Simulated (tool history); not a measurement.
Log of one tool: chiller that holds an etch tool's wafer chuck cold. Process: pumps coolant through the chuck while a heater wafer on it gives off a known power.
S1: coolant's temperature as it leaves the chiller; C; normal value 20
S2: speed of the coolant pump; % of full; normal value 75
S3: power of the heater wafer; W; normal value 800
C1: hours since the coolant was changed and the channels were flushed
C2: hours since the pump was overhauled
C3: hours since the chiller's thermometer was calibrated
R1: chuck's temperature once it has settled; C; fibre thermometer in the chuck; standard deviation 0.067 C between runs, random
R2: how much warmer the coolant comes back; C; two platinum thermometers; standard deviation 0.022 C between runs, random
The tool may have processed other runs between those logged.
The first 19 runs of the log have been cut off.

run 20 day=60.138 | S1=29 S2=75 S3=1057 | C1=1196 C2=3986 C3=198 | R1=36.94 R2=2.68
run 21 day=63.108 | S1=23 S2=69 S3=800 | C1=1268 C2=4057 C3=269 | R1=29.52 R2=2.19
run 22 day=67.608 | S1=27 S2=80 S3=800 | C1=1376 C2=4165 C3=377 | R1=32.63 R2=1.93
run 23 day=70 | S1=27 S2=80 S3=800 | C1=1433 C2=4222 C3=435 | R1=32.69 R2=1.88
run 24 day=72.792 | S1=19 S2=75 S3=560 | C1=1500 C2=4289 C3=502 | R1=23.23 R2=1.43
run 25 day=75.942 | S1=20 S2=71 S3=1161 | C1=1576 C2=4365 C3=577 | R1=29.27 R2=3.19
run 26 day=79.1 | S1=24 S2=92 S3=419 | C1=1651 C2=4441 C3=653 | R1=26.5 R2=0.83
run 27 day=81.842 | S1=11 S2=75 S3=800 | C1=1717 C2=4507 C3=719 | R1=16.97 R2=2.05
run 28 day=84.488 | S1=18 S2=75 S3=800 | C1=1781 C2=4570 C3=782 | R1=23.98 R2=2.05
run 29 day=88.246 | S1=15 S2=68 S3=753 | C1=1871 C2=4660 C3=873 | R1=21.39 R2=2.14

Run 30 is up next; what results do you expect?
run 30 day=92.583 | S1=20 S2=91 S3=586 | C1=1975 C2=4764 C3=977 | R1=? R2=?

Logged for run 30: R1 23.67 C, R2 1.22 C.
The same run, on a tool lacking any hidden state, would have yielded R1 23.3 C, R2 1.09 C.
